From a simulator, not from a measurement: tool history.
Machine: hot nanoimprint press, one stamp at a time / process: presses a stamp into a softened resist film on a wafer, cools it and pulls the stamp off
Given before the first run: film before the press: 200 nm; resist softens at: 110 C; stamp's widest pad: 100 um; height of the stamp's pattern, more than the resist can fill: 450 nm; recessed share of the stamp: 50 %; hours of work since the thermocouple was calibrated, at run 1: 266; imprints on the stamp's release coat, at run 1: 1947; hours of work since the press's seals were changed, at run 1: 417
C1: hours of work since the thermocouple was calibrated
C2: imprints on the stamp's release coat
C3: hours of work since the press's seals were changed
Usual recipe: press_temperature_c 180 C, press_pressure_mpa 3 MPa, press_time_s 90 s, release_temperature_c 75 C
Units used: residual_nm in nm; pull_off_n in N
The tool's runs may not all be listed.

{"run": 1, "hour": 0.0, "press_temperature_c": 180, "press_pressure_mpa": 3, "press_time_s": 90, "release_temperature_c": 75, "C1": 266, "C2": 1947, "C3": 417, "residual_nm": 110.1, "pull_off_n": 144}
{"hour": 26.2, "done": "stamp cleaned and given a new release coat"}
{"run": 2, "hour": 29.3, "press_temperature_c": 180, "press_pressure_mpa": 3, "press_time_s": 90, "release_temperature_c": 75, "C1": 278, "C2": 10, "C3": 429, "residual_nm": 110.2, "pull_off_n": 94}
{"run": 3, "hour": 59.1, "press_temperature_c": 180, "press_pressure_mpa": 2.16, "press_time_s": 90, "release_temperature_c": 75, "C1": 292, "C2": 103, "C3": 443, "residual_nm": 127.6, "pull_off_n": 95}
{"run": 4, "hour": 87.0, "press_temperature_c": 180, "press_pressure_mpa": 2.16, "press_time_s": 90, "release_temperature_c": 75, "C1": 306, "C2": 190, "C3": 457, "residual_nm": 127.5, "pull_off_n": 103}
{"run": 5, "hour": 104.3, "press_temperature_c": 180, "press_pressure_mpa": 3, "press_time_s": 90, "release_temperature_c": 75, "C1": 314, "C2": 244, "C3": 465, "residual_nm": 113.3, "pull_off_n": 100}
{"hour": 128.7, "done": "plate thermocouple calibrated"}
{"run": 6, "hour": 134.3, "press_temperature_c": 180, "press_pressure_mpa": 3, "press_time_s": 90, "release_temperature_c": 75, "C1": 3, "C2": 328, "C3": 479, "residual_nm": 113.6, "pull_off_n": 104}
{"run": 7, "hour": 159.1, "press_temperature_c": 180, "press_pressure_mpa": 3, "press_time_s": 90, "release_temperature_c": 75, "C1": 15, "C2": 406, "C3": 491, "residual_nm": 113.8, "pull_off_n": 107}
{"run": 8, "hour": 179.6, "press_temperature_c": 180, "press_pressure_mpa": 3, "press_time_s": 90, "release_temperature_c": 75, "C1": 25, "C2": 470, "C3": 501, "residual_nm": 114.3, "pull_off_n": 110}
{"run": 9, "hour": 193.7, "press_temperature_c": 180, "press_pressure_mpa": 3, "press_time_s": 50, "release_temperature_c": 75, "C1": 32, "C2": 514, "C3": 508, "residual_nm": 136.1, "pull_off_n": 110}
{"run": 10, "hour": 214.8, "press_temperature_c": 180, "press_pressure_mpa": 3, "press_time_s": 50, "release_temperature_c": 75, "C1": 42, "C2": 579, "C3": 518, "residual_nm": 135.5, "pull_off_n": 112}
{"hour": 243.6, "done": "press's hydraulic seals changed and the load cell set to zero"}
{"run": 11, "hour": 243.6, "press_temperature_c": 180, "press_pressure_mpa": 3, "press_time_s": 50, "release_temperature_c": 75, "C1": 52, "C2": 644, "C3": 0, "residual_nm": 133.4, "pull_off_n": 117}
{"hour": 249.3, "done": "plate thermocouple calibrated, once more"}
{"run": 12, "hour": 269.2, "press_temperature_c": 180, "press_pressure_mpa": 3, "press_time_s": 50, "release_temperature_c": 75, "C1": 10, "C2": 715, "C3": 11, "residual_nm": 125.3, "pull_off_n": 112}
{"run": 13, "hour": 296.2, "press_temperature_c": 180, "press_pressure_mpa": 3, "press_time_s": 90, "release_temperature_c": 75, "C1": 23, "C2": 799, "C3": 24, "residual_nm": 106.5, "pull_off_n": 110}
{"run": 14, "hour": 310.7, "press_temperature_c": 180, "press_pressure_mpa": 3, "press_time_s": 146, "release_temperature_c": 75, "C1": 30, "C2": 845, "C3": 31, "residual_nm": 89.7, "pull_off_n": 116}
{"run": 15, "hour": 329.8, "press_temperature_c": 180, "press_pressure_mpa": 3, "press_time_s": 90, "release_temperature_c": 75, "C1": 39, "C2": 904, "C3": 41, "residual_nm": 107.6, "pull_off_n": 118}
{"run": 16, "hour": 349.8, "press_temperature_c": 177, "press_pressure_mpa": 2.02, "press_time_s": 90, "release_temperature_c": 75, "C1": 49, "C2": 967, "C3": 50, "residual_nm": 139.5, "pull_off_n": 118}
{"run": 17, "hour": 379.5, "press_temperature_c": 182, "press_pressure_mpa": 4.76, "press_time_s": 46, "release_temperature_c": 81, "C1": 64, "C2": 1059, "C3": 65, "residual_nm": 97.7, "pull_off_n": 106}
{"run": 18, "hour": 396.4, "press_temperature_c": 185, "press_pressure_mpa": 3.1, "press_time_s": 82, "release_temperature_c": 75, "C1": 72, "C2": 1112, "C3": 73, "residual_nm": 86, "pull_off_n": 123}
{"run": 19, "hour": 411.8, "press_temperature_c": 185, "press_pressure_mpa": 3.1, "press_time_s": 82, "release_temperature_c": 75, "C1": 79, "C2": 1160, "C3": 81, "residual_nm": 86.8, "pull_off_n": 119}
{"run": 20, "hour": 429.9, "press_temperature_c": 186, "press_pressure_mpa": 2.12, "press_time_s": 90, "release_temperature_c": 75, "C1": 88, "C2": 1217, "C3": 90, "residual_nm": 95.5, "pull_off_n": 124}
{"run": 21, "hour": 450.7, "press_temperature_c": 180, "press_pressure_mpa": 3, "press_time_s": 45, "release_temperature_c": 75, "C1": 98, "C2": 1282, "C3": 100, "residual_nm": 132.8, "pull_off_n": 128}
{"run": 22, "hour": 479.7, "press_temperature_c": 180, "press_pressure_mpa": 3, "press_time_s": 45, "release_temperature_c": 75, "C1": 113, "C2": 1372, "C3": 114, "residual_nm": 134.6, "pull_off_n": 120}
{"run": 23, "hour": 492.4, "press_temperature_c": 180, "press_pressure_mpa": 3, "press_time_s": 45, "release_temperature_c": 75, "C1": 119, "C2": 1412, "C3": 120, "residual_nm": 132.1, "pull_off_n": 130}
{"run": 24, "hour": 508.7, "press_temperature_c": 180, "press_pressure_mpa": 2.28, "press_time_s": 74, "release_temperature_c": 70, "C1": 127, "C2": 1463, "C3": 128, "residual_nm": 129.8, "pull_off_n": 140}
{"run": 25, "hour": 526.8, "press_temperature_c": 186, "press_pressure_mpa": 2.28, "press_time_s": 74, "release_temperature_c": 70, "C1": 136, "C2": 1519, "C3": 137, "residual_nm": 98.8, "pull_off_n": 140}
{"run": 26, "hour": 554.3, "press_temperature_c": 186, "press_pressure_mpa": 2.28, "press_time_s": 74, "release_temperature_c": 70, "C1": 149, "C2": 1605, "C3": 150, "residual_nm": 99.2, "pull_off_n": 142}
{"run": 27, "hour": 584.2, "press_temperature_c": 186, "press_pressure_mpa": 2.28, "press_time_s": 74, "release_temperature_c": 70, "C1": 164, "C2": 1699, "C3": 165, "residual_nm": 100, "pull_off_n": 146}
{"run": 28, "hour": 605.5, "press_temperature_c": 186, "press_pressure_mpa": 2.34, "press_time_s": 74, "release_temperature_c": 68, "C1": 174, "C2": 1765, "C3": 175, "residual_nm": 99.1, "pull_off_n": 156}
{"run": 29, "hour": 633.6, "press_temperature_c": 186, "press_pressure_mpa": 2.34, "press_time_s": 74, "release_temperature_c": 68, "C1": 188, "C2": 1853, "C3": 189, "residual_nm": 100.2, "pull_off_n": 163}

3 ways to go on from here, each from the tool as it stands after run 29. What would each give?
{"run": "A", "hour": 653.6, "press_temperature_c": 186, "press_pressure_mpa": 2.08, "press_time_s": 74, "release_temperature_c": 68, "C1": 197, "C2": 1915, "C3": 199, "residual_nm": "?", "pull_off_n": "?"}
{"run": "B", "hour": 653.6, "press_temperature_c": 183, "press_pressure_mpa": 3, "press_time_s": 119, "release_temperature_c": 75, "C1": 197, "C2": 1915, "C3": 199, "residual_nm": "?", "pull_off_n": "?"}
{"run": "C", "hour": 653.6, "press_temperature_c": 180, "press_pressure_mpa": 3, "press_time_s": 57, "release_temperature_c": 82, "C1": 197, "C2": 1915, "C3": 199, "residual_nm": "?", "pull_off_n": "?"}

run=A residual_nm=105 pull_off_n=157
run=B residual_nm=86.2 pull_off_n=143
run=C residual_nm=126.7 pull_off_n=126
With the hidden condition removed and each run's random variation left untouched, the same runs would have given:
run=A residual_nm=99.2 pull_off_n=104
run=B residual_nm=80.7 pull_off_n=95
run=C residual_nm=120 pull_off_n=84

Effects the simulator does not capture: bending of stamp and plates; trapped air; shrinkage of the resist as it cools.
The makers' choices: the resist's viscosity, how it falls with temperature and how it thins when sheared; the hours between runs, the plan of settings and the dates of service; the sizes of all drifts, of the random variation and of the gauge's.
